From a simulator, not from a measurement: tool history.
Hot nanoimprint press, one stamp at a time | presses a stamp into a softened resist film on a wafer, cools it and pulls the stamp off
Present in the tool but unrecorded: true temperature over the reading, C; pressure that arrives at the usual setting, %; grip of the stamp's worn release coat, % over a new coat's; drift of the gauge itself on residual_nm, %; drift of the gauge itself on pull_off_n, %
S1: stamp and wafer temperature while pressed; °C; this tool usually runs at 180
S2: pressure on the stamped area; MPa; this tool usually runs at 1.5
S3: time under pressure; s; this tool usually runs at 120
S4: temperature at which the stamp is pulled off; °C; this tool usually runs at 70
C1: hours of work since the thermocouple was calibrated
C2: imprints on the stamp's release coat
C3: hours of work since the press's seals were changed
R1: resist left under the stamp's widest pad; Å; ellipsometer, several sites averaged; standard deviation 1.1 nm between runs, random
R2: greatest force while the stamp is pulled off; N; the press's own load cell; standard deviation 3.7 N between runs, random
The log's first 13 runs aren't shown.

run 14 hour=553.2 | S1=180 S2=1.5 S3=120 S4=70 | C1=97 C2=1391 C3=591 | R1=1894 R2=212
run 15 hour=607.4 | S1=180 S2=1.5 S3=120 S4=70 | C1=125 C2=1522 C3=619 | R1=1890 R2=222
run 16 hour=653.4 | S1=180 S2=1.5 S3=120 S4=70 | C1=149 C2=1633 C3=642 | R1=1892 R2=226
-- hour=689.2 stamp cleaned and given a new release coat
run 17 hour=697 | S1=180 S2=1.46 S3=120 S4=70 | C1=169 C2=19 C3=662 | R1=1909 R2=170
run 18 hour=735.6 | S1=180 S2=1.46 S3=120 S4=70 | C1=189 C2=112 C3=682 | R1=1902 R2=180
run 19 hour=787.2 | S1=180 S2=1.46 S3=120 S4=70 | C1=215 C2=237 C3=708 | R1=1871 R2=181
run 20 hour=837.4 | S1=183 S2=1.5 S3=69 S4=62 | C1=241 C2=358 C3=734 | R1=1998 R2=215
run 21 hour=890.6 | S1=177 S2=2.3 S3=120 S4=75 | C1=269 C2=487 C3=762 | R1=1696 R2=169
run 22 hour=932.2 | S1=186 S2=1.39 S3=234 S4=71 | C1=290 C2=587 C3=783 | R1=1185 R2=184
run 23 hour=970.1 | S1=184 S2=1.09 S3=175 S4=64 | C1=310 C2=679 C3=803 | R1=1631 R2=216
run 24 hour=1009 | S1=184 S2=1.09 S3=175 S4=64 | C1=330 C2=773 C3=823 | R1=1617 R2=218
-- hour=1032.4 press's hydraulic seals changed and the load cell set to zero
run 25 hour=1063.4 | S1=184 S2=1.75 S3=175 S4=71 | C1=354 C2=885 C3=16 | R1=1226 R2=189
run 26 hour=1116.2 | S1=184 S2=1.75 S3=175 S4=71 | C1=381 C2=1013 C3=43 | R1=1222 R2=197
run 27 hour=1161.7 | S1=180 S2=1.5 S3=203 S4=76 | C1=405 C2=1123 C3=67 | R1=1498 R2=172
-- hour=1219.1 plate thermocouple calibrated
run 28 hour=1222.4 | S1=169 S2=1.91 S3=121 S4=70 | C1=2 C2=1262 C3=97 | R1=2598 R2=207
run 29 hour=1255.5 | S1=169 S2=1.91 S3=121 S4=70 | C1=19 C2=1342 C3=114 | R1=2602 R2=212
run 30 hour=1305.2 | S1=190 S2=1.91 S3=92 S4=68 | C1=44 C2=1462 C3=139 | R1=1218 R2=227
run 31 hour=1349 | S1=180 S2=1.5 S3=137 S4=70 | C1=67 C2=1568 C3=162 | R1=1789 R2=213

3 ways to go on from here, each from the tool as it stands after run 31. What would each give?
run A hour=1396.3 | S1=186 S2=2.11 S3=137 S4=69 | C1=92 C2=1683 C3=187 | R1=? R2=?
run B hour=1396.3 | S1=185 S2=1.5 S3=194 S4=77 | C1=92 C2=1683 C3=187 | R1=? R2=?
run C hour=1396.3 | S1=180 S2=1.36 S3=137 S4=62 | C1=92 C2=1683 C3=187 | R1=? R2=?

run=A R1=1165 R2=230
run=B R1=1292 R2=188
run=C R1=1889 R2=254
Had the tool no hidden state, the same runs would have come out as:
run=A R1=1168 R2=184
run=B R1=1299 R2=151
run=C R1=1899 R2=204

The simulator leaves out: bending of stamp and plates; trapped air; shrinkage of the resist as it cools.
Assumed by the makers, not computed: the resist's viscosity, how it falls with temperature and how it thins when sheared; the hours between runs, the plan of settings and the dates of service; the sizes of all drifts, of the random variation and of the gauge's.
